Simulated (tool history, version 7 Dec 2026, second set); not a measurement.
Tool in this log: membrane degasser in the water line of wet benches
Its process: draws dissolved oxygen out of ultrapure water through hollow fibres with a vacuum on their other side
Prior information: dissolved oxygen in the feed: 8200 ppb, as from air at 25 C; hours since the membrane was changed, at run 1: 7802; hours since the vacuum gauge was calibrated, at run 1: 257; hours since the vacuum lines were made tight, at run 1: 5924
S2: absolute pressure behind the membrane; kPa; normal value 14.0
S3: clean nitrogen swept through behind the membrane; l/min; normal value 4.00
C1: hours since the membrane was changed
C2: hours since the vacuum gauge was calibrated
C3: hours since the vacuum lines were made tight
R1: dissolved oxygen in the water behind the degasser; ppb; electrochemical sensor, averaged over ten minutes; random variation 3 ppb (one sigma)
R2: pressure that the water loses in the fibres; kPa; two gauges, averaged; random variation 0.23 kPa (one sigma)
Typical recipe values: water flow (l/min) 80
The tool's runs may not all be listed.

Run 1, hour 0.0: usual settings; C1 7802; C2 257; C3 5924. Result: R1 517.3 ppb, R2 64.48 kPa.
At hour 306.0: seals of the vacuum lines changed.
Run 2, hour 306.0: usual settings but S2 30.3 kPa; C1 8106; C2 561; C3 0. Result: R1 1117.3 ppb, R2 64.49 kPa.
Run 3, hour 464.6: usual settings but S2 30.3 kPa; C1 8264; C2 720; C3 159. Result: R1 1115.2 ppb, R2 64.63 kPa.
Run 4, hour 645.1: usual settings but S2 30.3 kPa; C1 8445; C2 900; C3 339. Result: R1 1122.4 ppb, R2 64.49 kPa.
Run 5, hour 802.8: usual settings but S2 30.3 kPa, S3 2.66 l/min; C1 8603; C2 1058; C3 497. Result: R1 1492.7 ppb, R2 64.33 kPa.
Run 6, hour 973.6: usual settings but S2 17.4 kPa, S3 2.66 l/min; C1 8773; C2 1229; C3 668. Result: R1 875.9 ppb, R2 65.05 kPa.
Run 7, hour 1191.6: usual settings but S2 21.8 kPa; C1 8991; C2 1447; C3 886. Result: R1 813.4 ppb, R2 64.84 kPa.
Run 8, hour 1422.4: usual settings but S2 21.8 kPa; C1 9222; C2 1677; C3 1116. Result: R1 826.7 ppb, R2 65.06 kPa.
Run 9, hour 1558.3: usual settings but S2 11.3 kPa; C1 9358; C2 1813; C3 1252. Result: R1 414.5 ppb, R2 65.31 kPa.
Run 10, hour 1837.3: usual settings but water flow (l/min) 75; C1 9637; C2 2092; C3 1531. Result: R1 487.8 ppb, R2 61.64 kPa.
Run 11, hour 1974.8: usual settings but water flow (l/min) 75; C1 9775; C2 2230; C3 1669. Result: R1 490.2 ppb, R2 61.66 kPa.
Run 12, hour 2107.9: usual settings but S2 11.0 kPa; C1 9908; C2 2363; C3 1802. Result: R1 402.2 ppb, R2 65.09 kPa.
Run 13, hour 2321.4: usual settings but S3 3.43 l/min; C1 10121; C2 2577; C3 2015. Result: R1 589.9 ppb, R2 65.76 kPa.
Run 14, hour 2452.3: usual settings but S3 3.43 l/min; C1 10252; C2 2707; C3 2146. Result: R1 578.4 ppb, R2 65.54 kPa.
Run 15, hour 2686.7: usual settings; C1 10487; C2 2942; C3 2381. Result: R1 530.4 ppb, R2 65.96 kPa.
Run 16, hour 2868.1: usual settings; C1 10668; C2 3123; C3 2562. Result: R1 526.7 ppb, R2 65.93 kPa.
Run 17, hour 3161.9: usual settings but water flow (l/min) 67, S3 9.59 l/min; C1 10962; C2 3417; C3 2856. Result: R1 226.6 ppb, R2 55.10 kPa.
At hour 3274.1: membrane cartridge changed.
At hour 3364.8: vacuum gauge calibrated.
Run 18, hour 3369.3: usual settings but water flow (l/min) 67, S3 9.59 l/min; C1 95; C2 4; C3 3059. Result: R1 203.4 ppb, R2 50.42 kPa.
Run 19, hour 3670.7: usual settings but water flow (l/min) 67, S3 9.59 l/min; C1 396; C2 306; C3 3360. Result: R1 204.3 ppb, R2 50.73 kPa.
Run 20, hour 3806.0: usual settings but water flow (l/min) 96, S2 9.9 kPa, S3 9.59 l/min; C1 531; C2 441; C3 3496. Result: R1 229.2 ppb, R2 72.34 kPa.
Run 21, hour 4113.9: usual settings but S2 19.9 kPa; C1 839; C2 749; C3 3803. Result: R1 745.8 ppb, R2 60.18 kPa.
Run 22, hour 4327.6: usual settings but S2 19.9 kPa; C1 1053; C2 963; C3 4017. Result: R1 731.4 ppb, R2 60.44 kPa.
Run 23, hour 4601.1: usual settings but water flow (l/min) 52, S2 9.6 kPa, S3 3.86 l/min; C1 1327; C2 1236; C3 4291. Result: R1 209.6 ppb, R2 39.65 kPa.
Run 24, hour 4774.4: usual settings but water flow (l/min) 78, S2 12.3 kPa, S3 3.02 l/min; C1 1500; C2 1410; C3 4464. Result: R1 525.4 ppb, R2 59.34 kPa.
Run 25, hour 4928.6: usual settings but water flow (l/min) 78, S2 12.3 kPa, S3 3.02 l/min; C1 1654; C2 1564; C3 4618. Result: R1 532.2 ppb, R2 59.57 kPa.
Run 26, hour 5066.6: usual settings but water flow (l/min) 53, S3 9.66 l/min; C1 1792; C2 1702; C3 4756. Result: R1 155.7 ppb, R2 40.33 kPa.
Run 27, hour 5306.0: usual settings but water flow (l/min) 58; C1 2031; C2 1941; C3 4995. Result: R1 373.7 ppb, R2 44.39 kPa.
Run 28, hour 5487.9: usual settings but water flow (l/min) 58; C1 2213; C2 2123; C3 5177. Result: R1 363.0 ppb, R2 44.26 kPa.
Run 29, hour 5723.8: usual settings but water flow (l/min) 83, S2 10.4 kPa, S3 10.52 l/min; C1 2449; C2 2359; C3 5413. Result: R1 190.3 ppb, R2 63.42 kPa.
Run 30, hour 6003.1: usual settings but water flow (l/min) 118, S2 11.7 kPa, S3 2.35 l/min; C1 2729; C2 2638; C3 5693. Result: R1 884.5 ppb, R2 90.37 kPa.
Run 31, hour 6217.0: usual settings but water flow (l/min) 124, S2 26.1 kPa, S3 3.35 l/min; C1 2942; C2 2852; C3 5906. Result: R1 1585.8 ppb, R2 96.22 kPa.
Run 32, hour 6377.4: usual settings but water flow (l/min) 108, S2 26.5 kPa; C1 3103; C2 3013; C3 6067. Result: R1 1280.2 ppb, R2 83.43 kPa.

Below are 3 alternative next runs, each starting from the tool's condition after run 32. Predict each:
At hour 6538.3: seals of the vacuum lines changed.
Run A, hour 6660.7: usual settings but water flow (l/min) 75; C1 3384; C2 3294; C3 122. Result: R1 ?, R2 ?.
At hour 6538.3: seals of the vacuum lines changed.
Run B, hour 6660.7: usual settings but water flow (l/min) 70, S2 12.1 kPa, S3 5.30 l/min; C1 3384; C2 3294; C3 122. Result: R1 ?, R2 ?.
At hour 6538.3: seals of the vacuum lines changed.
Run C, hour 6660.7: usual settings but water flow (l/min) 66, S2 21.6 kPa, S3 2.67 l/min; C1 3384; C2 3294; C3 122. Result: R1 ?, R2 ?.

run     R1     R2
  A  474.1  58.37
  B  301.0  54.18
  C  924.6  51.08
What these runs would have given with no unlogged condition in the tool:
run     R1     R2
  A  463.7  56.80
  B  292.5  52.73
  C  914.9  49.72
